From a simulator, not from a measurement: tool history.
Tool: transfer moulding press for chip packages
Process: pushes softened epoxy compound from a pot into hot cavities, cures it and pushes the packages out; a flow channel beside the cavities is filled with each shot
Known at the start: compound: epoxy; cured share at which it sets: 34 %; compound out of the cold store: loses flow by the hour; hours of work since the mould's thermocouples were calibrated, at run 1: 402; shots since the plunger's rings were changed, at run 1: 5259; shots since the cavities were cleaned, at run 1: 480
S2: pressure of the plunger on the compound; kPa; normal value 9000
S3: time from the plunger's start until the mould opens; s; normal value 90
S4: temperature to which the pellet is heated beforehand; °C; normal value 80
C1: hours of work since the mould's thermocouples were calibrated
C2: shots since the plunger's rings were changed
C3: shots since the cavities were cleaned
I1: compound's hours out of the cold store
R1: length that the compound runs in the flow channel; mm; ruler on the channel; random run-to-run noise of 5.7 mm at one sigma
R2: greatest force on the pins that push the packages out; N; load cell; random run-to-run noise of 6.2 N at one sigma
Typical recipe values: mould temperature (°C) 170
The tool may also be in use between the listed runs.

Run 1, day 0: usual settings; C1 402; C2 5259; C3 480; I1 19.2. Result: R1 614 mm, R2 353 N.
Run 2, day 0.288: usual settings; C1 406; C2 5338; C3 559; I1 17. Result: R1 626 mm, R2 349 N.
At day 0.517: cavities cleaned with cleaning compound and waxed.
Run 3, day 1.029: usual settings; C1 417; C2 5528; C3 143; I1 19.5. Result: R1 614 mm, R2 284 N.
Run 4, day 1.588: usual settings but S2 10520 kPa; C1 425; C2 5683; C3 298; I1 21.8. Result: R1 654 mm, R2 313 N.
At day 1.829: plunger's sealing rings changed.
Run 5, day 2.033: usual settings but S2 10520 kPa; C1 430; C2 58; C3 393; I1 28.8. Result: R1 668 mm, R2 341 N.
Run 6, day 2.617: usual settings but S2 10520 kPa; C1 439; C2 220; C3 555; I1 13.9. Result: R1 719 mm, R2 366 N.
At day 2.833: cavities cleaned with cleaning compound and waxed.
Run 7, day 3.058: usual settings but S4 85 °C; C1 445; C2 326; C3 63; I1 40.4. Result: R1 582 mm, R2 256 N.
Run 8, day 3.471: usual settings but S4 85 °C; C1 452; C2 440; C3 177; I1 23.6. Result: R1 628 mm, R2 282 N.
Run 9, day 3.854: usual settings but S4 85 °C; C1 457; C2 546; C3 283; I1 37.5. Result: R1 588 mm, R2 305 N.
Run 10, day 4.321: usual settings but S4 85 °C; C1 465; C2 677; C3 414; I1 47. Result: R1 555 mm, R2 323 N.
Run 11, day 4.858: usual settings; C1 473; C2 825; C3 562; I1 33. Result: R1 606 mm, R2 352 N.
At day 5.046: cavities cleaned with cleaning compound and waxed.
Run 12, day 5.496: usual settings; C1 482; C2 986; C3 125; I1 35.1. Result: R1 588 mm, R2 257 N.
Run 13, day 5.967: usual settings; C1 489; C2 1117; C3 256; I1 46.3. Result: R1 559 mm, R2 290 N.
Run 14, day 6.325: usual settings; C1 494; C2 1216; C3 355; I1 36.4. Result: R1 590 mm, R2 326 N.
Run 15, day 6.671: usual settings but S4 87 °C; C1 499; C2 1312; C3 451; I1 35. Result: R1 595 mm, R2 333 N.
Run 16, day 7.029: usual settings but S2 8470 kPa, S4 87 °C; C1 505; C2 1412; C3 551; I1 11.7. Result: R1 653 mm, R2 359 N.
At day 7.262: cavities cleaned with cleaning compound and waxed.
Run 17, day 7.392: usual settings but S2 8470 kPa, S3 117 s, S4 87 °C; C1 510; C2 1495; C3 36; I1 46.7. Result: R1 535 mm, R2 217 N.
Run 18, day 7.783: usual settings but mould temperature (°C) 165, S2 8470 kPa, S3 83 s, S4 87 °C; C1 516; C2 1604; C3 145; I1 37.3. Result: R1 576 mm, R2 411 N.
At day 8.067: mould's thermocouples calibrated.
Run 19, day 8.379: usual settings but mould temperature (°C) 166, S2 9990 kPa, S3 118 s, S4 84 °C; C1 5; C2 1747; C3 288; I1 34.7. Result: R1 630 mm, R2 268 N.
Run 20, day 8.692: usual settings but mould temperature (°C) 166, S2 9990 kPa, S3 118 s, S4 84 °C; C1 10; C2 1834; C3 375; I1 30.2. Result: R1 656 mm, R2 285 N.
Run 21, day 9.275: usual settings but mould temperature (°C) 175, S4 81 °C; C1 18; C2 1995; C3 536; I1 46.3. Result: R1 542 mm, R2 298 N.
At day 9.6: cavities cleaned with cleaning compound and waxed.
Run 22, day 9.646: usual settings but mould temperature (°C) 171, S3 73 s, S4 78 °C; C1 23; C2 2081; C3 12; I1 9. Result: R1 682 mm, R2 345 N.
Run 23, day 10.108: usual settings but mould temperature (°C) 174, S3 98 s, S4 78 °C; C1 30; C2 2209; C3 140; I1 30.6. Result: R1 589 mm, R2 237 N.
Run 24, day 10.512: usual settings but mould temperature (°C) 174, S3 98 s, S4 78 °C; C1 36; C2 2323; C3 254; I1 26.9. Result: R1 610 mm, R2 259 N.
Run 25, day 10.9: usual settings but S2 9430 kPa, S3 98 s, S4 78 °C; C1 42; C2 2430; C3 361; I1 30.3. Result: R1 611 mm, R2 294 N.
Run 26, day 11.233: usual settings but mould temperature (°C) 169, S2 9120 kPa, S3 82 s, S4 78 °C; C1 47; C2 2523; C3 454; I1 29.4. Result: R1 607 mm, R2 386 N.
Run 27, day 11.617: usual settings but mould temperature (°C) 165, S2 7410 kPa, S3 109 s; C1 53; C2 2630; C3 561; I1 36.7. Result: R1 532 mm, R2 337 N.
At day 11.833: cavities cleaned with cleaning compound and waxed.
Run 28, day 12.175: usual settings but mould temperature (°C) 172, S3 77 s; C1 61; C2 2767; C3 94; I1 12.4. Result: R1 652 mm, R2 312 N.
Run 29, day 12.521: usual settings but S2 9160 kPa, S3 75 s; C1 66; C2 2864; C3 191; I1 34.5. Result: R1 577 mm, R2 372 N.

Below are 4 alternative next runs, each starting from the tool's condition after run 29. Predict each:
Run A, day 12.95: usual settings but S2 10200 kPa, S3 77 s, S4 88 °C; C1 73; C2 2983; C3 310; I1 44.7. Result: R1 ?, R2 ?.
Run B, day 12.95: usual settings but mould temperature (°C) 166, S2 9160 kPa, S3 75 s; C1 73; C2 2983; C3 310; I1 13.6. Result: R1 ?, R2 ?.
Run C, day 12.95: usual settings but S3 111 s; C1 73; C2 2983; C3 310; I1 42.2. Result: R1 ?, R2 ?.
Run D, day 12.95: usual settings but S2 9160 kPa; C1 73; C2 2983; C3 310; I1 19.2. Result: R1 ?, R2 ?.

run   R1   R2
  A  590  372
  B  666  579
  C  563  261
  D  645  316
With no hidden state in the tool, these same runs would have given:
run   R1   R2
  A  610  297
  B  688  459
  C  582  207
  D  667  250

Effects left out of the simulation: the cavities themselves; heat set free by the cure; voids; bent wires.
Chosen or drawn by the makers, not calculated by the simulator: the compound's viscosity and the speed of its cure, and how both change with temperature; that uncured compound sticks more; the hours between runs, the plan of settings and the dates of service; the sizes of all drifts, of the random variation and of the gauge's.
